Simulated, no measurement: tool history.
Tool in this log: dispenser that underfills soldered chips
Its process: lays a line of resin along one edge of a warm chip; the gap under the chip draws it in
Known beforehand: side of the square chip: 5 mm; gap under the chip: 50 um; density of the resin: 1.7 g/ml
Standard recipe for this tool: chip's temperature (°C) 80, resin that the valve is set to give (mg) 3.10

run  hour  chip's temperature (°C)  resin that the valve is set to give (mg)  time until the resin shows at the far edge (s)  resin that the valve gave (mg)
  1   0.0                       80                                      3.10                                            26.9                            3.00
  2   3.8                       80                                      3.10                                            34.5                            3.00
  3   9.8                       80                                      3.10                                            47.6                            2.99
     16.6  -- new syringe of resin
  4  17.1                       80                                      3.10                                            28.2                            2.93
     20.7  -- dispensing valve cleaned and set on the balance
  5  24.9                       80                                      3.10                                            40.0                            3.11
  6  29.3                       80                                      3.10                                            50.5                            3.13
  7  33.2                       80                                      3.10                                            62.0                            3.08
     35.5  -- new syringe of resin
  8  38.8                       80                                      3.10                                            31.5                            3.09
  9  43.8                       80                                      3.10                                            41.9                            3.05
 10  50.8                       80                                      3.10                                            60.2                            3.06
     52.8  -- new syringe of resin
 11  56.2                       80                                      3.10                                            31.2                            3.05
 12  60.9                       80                                      3.10                                            40.1                            3.06
 13  66.5                       74                                      3.32                                            63.8                            3.23
     70.4  -- new syringe of resin
 14  72.7                       74                                      3.32                                            35.5                            3.21
 15  79.2                       72                                      2.65                                            56.3                            2.57
 16  85.8                       72                                      2.65                                            80.6                            2.60

Predict the results of run 17:
     88.3  -- new syringe of resin
 17  93.1                       80                                      2.77                                               ?                               ?

Run 17 came out at time until the resin shows at the far edge (s) 35.8, resin that the valve gave (mg) 2.67.
Had the tool carried no hidden state, the very same run would have given time until the resin shows at the far edge (s) 28.1, resin that the valve gave (mg) 2.78.

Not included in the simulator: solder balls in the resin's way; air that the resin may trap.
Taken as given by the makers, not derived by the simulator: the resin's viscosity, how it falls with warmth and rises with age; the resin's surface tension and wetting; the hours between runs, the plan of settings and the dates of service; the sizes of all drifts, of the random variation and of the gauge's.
